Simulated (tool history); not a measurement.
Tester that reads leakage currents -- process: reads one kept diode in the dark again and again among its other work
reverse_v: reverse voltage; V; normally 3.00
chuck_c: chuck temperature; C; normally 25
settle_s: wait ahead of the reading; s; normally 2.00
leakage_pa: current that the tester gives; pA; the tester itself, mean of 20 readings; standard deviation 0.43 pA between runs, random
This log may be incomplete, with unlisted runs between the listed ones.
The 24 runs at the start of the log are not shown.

At hour 2109.1: chuck's temperature calibrated.
Run 25, hour 2159.2: usual settings but reverse_v 5.93 V. Result: leakage_pa 186.19 pA.
Run 26, hour 2233.1: usual settings but reverse_v 5.93 V. Result: leakage_pa 187.27 pA.
At hour 2244.9: tester calibrated.
Run 27, hour 2294.2: usual settings but reverse_v 5.93 V, chuck_c 43 C, settle_s 1.01 s. Result: leakage_pa 822.06 pA.
Run 28, hour 2435.6: usual settings but reverse_v 5.93 V, chuck_c 43 C, settle_s 1.01 s. Result: leakage_pa 832.97 pA.
Run 29, hour 2521.2: usual settings but chuck_c 48 C, settle_s 0.93 s. Result: leakage_pa 971.39 pA.
Run 30, hour 2611.1: usual settings but chuck_c 48 C, settle_s 0.93 s. Result: leakage_pa 985.72 pA.
Run 31, hour 2724.5: usual settings but reverse_v 5.94 V, settle_s 0.43 s. Result: leakage_pa 202.33 pA.
At hour 2768.7: tester calibrated, once more.
Run 32, hour 2808.5: usual settings but chuck_c 29 C, settle_s 0.87 s. Result: leakage_pa 223.39 pA.
Run 33, hour 2870.8: usual settings but reverse_v 5.20 V. Result: leakage_pa 197.20 pA.
Run 34, hour 2933.8: usual settings but reverse_v 5.20 V. Result: leakage_pa 198.61 pA.
Run 35, hour 3070.1: usual settings but reverse_v 9.29 V, settle_s 1.74 s. Result: leakage_pa 248.48 pA.
Run 36, hour 3209.4: usual settings but reverse_v 2.54 V, chuck_c 58 C, settle_s 6.20 s. Result: leakage_pa 2064.32 pA.
Run 37, hour 3317.0: usual settings but reverse_v 2.54 V, chuck_c 58 C, settle_s 6.20 s. Result: leakage_pa 2094.91 pA.
Run 38, hour 3420.2: usual settings but reverse_v 2.54 V, chuck_c 58 C, settle_s 6.20 s. Result: leakage_pa 2131.91 pA.
At hour 3524.5: chuck's temperature calibrated.
Run 39, hour 3563.6: usual settings but reverse_v 10.08 V, chuck_c 36 C. Result: leakage_pa 566.71 pA.

Here are 3 independent what-if runs from the current tool condition. What would each one return?
Run A, hour 3649.9: usual settings but reverse_v 2.99 V, chuck_c 26 C. Result: leakage_pa ?.
Run B, hour 3649.9: usual settings but reverse_v 2.48 V, chuck_c 38 C, settle_s 0.33 s. Result: leakage_pa ?.
Run C, hour 3649.9: usual settings but reverse_v 10.08 V, chuck_c 20 C, settle_s 4.78 s. Result: leakage_pa ?.

run  leakage_pa
  A      162.20
  B      411.05
  C      151.77
With no hidden state in the tool, these same runs would have given:
run  leakage_pa
  A      155.96
  B      400.90
  C      138.70

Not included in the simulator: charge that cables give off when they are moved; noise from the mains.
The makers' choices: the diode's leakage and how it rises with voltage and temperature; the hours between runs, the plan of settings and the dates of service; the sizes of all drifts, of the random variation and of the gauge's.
